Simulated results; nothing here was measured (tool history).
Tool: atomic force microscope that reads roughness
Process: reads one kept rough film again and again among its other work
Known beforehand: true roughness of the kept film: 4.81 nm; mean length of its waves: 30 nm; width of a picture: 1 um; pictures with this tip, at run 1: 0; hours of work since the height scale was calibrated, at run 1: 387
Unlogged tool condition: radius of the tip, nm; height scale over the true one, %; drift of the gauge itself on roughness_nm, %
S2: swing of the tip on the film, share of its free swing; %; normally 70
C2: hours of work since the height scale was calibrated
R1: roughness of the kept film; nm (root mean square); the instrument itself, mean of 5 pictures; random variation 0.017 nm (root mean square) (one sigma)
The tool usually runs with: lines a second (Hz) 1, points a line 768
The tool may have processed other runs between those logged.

run 1 hour=0 | lines_a_second_(Hz)=1 S2=70 points_a_line=768 | pictures_with_this_tip=0 C2=387 | R1=4.25
run 2 hour=11.6 | lines_a_second_(Hz)=1 S2=70 points_a_line=768 | pictures_with_this_tip=22 C2=394 | R1=4.27
run 3 hour=21.5 | lines_a_second_(Hz)=1 S2=70 points_a_line=768 | pictures_with_this_tip=40 C2=400 | R1=4.236
run 4 hour=34.3 | lines_a_second_(Hz)=1 S2=70 points_a_line=630 | pictures_with_this_tip=64 C2=408 | R1=4.267
run 5 hour=41.9 | lines_a_second_(Hz)=1 S2=70 points_a_line=275 | pictures_with_this_tip=78 C2=412 | R1=4.189
run 6 hour=54.3 | lines_a_second_(Hz)=1 S2=70 points_a_line=275 | pictures_with_this_tip=101 C2=420 | R1=4.205
run 7 hour=62.6 | lines_a_second_(Hz)=1.03 S2=70 points_a_line=371 | pictures_with_this_tip=116 C2=425 | R1=4.231
run 8 hour=79.5 | lines_a_second_(Hz)=0.6 S2=77 points_a_line=768 | pictures_with_this_tip=147 C2=435 | R1=4.27
run 9 hour=89 | lines_a_second_(Hz)=2.41 S2=81 points_a_line=768 | pictures_with_this_tip=164 C2=441 | R1=3.952
run 10 hour=97.8 | lines_a_second_(Hz)=2.41 S2=81 points_a_line=768 | pictures_with_this_tip=181 C2=446 | R1=3.945
run 11 hour=114.8 | lines_a_second_(Hz)=0.64 S2=61 points_a_line=768 | pictures_with_this_tip=212 C2=457 | R1=4.289
run 12 hour=122 | lines_a_second_(Hz)=0.78 S2=65 points_a_line=302 | pictures_with_this_tip=225 C2=461 | R1=4.248

4 options for the next run, each taken on its own from the tool as it stands now. Forecast them:
run A hour=135.9 | lines_a_second_(Hz)=3.37 S2=90 points_a_line=482 | pictures_with_this_tip=251 C2=470 | R1=?
run B hour=135.9 | lines_a_second_(Hz)=0.78 S2=57 points_a_line=516 | pictures_with_this_tip=251 C2=470 | R1=?
run C hour=135.9 | lines_a_second_(Hz)=1 S2=85 points_a_line=809 | pictures_with_this_tip=251 C2=470 | R1=?
run D hour=135.9 | lines_a_second_(Hz)=2.38 S2=65 points_a_line=302 | pictures_with_this_tip=251 C2=470 | R1=?

run=A R1=3.581
run=B R1=4.286
run=C R1=4.117
run=D R1=4.143
Had the tool no hidden state, the same runs would have come out as:
run=A R1=3.588
run=B R1=4.294
run=C R1=4.125
run=D R1=4.151
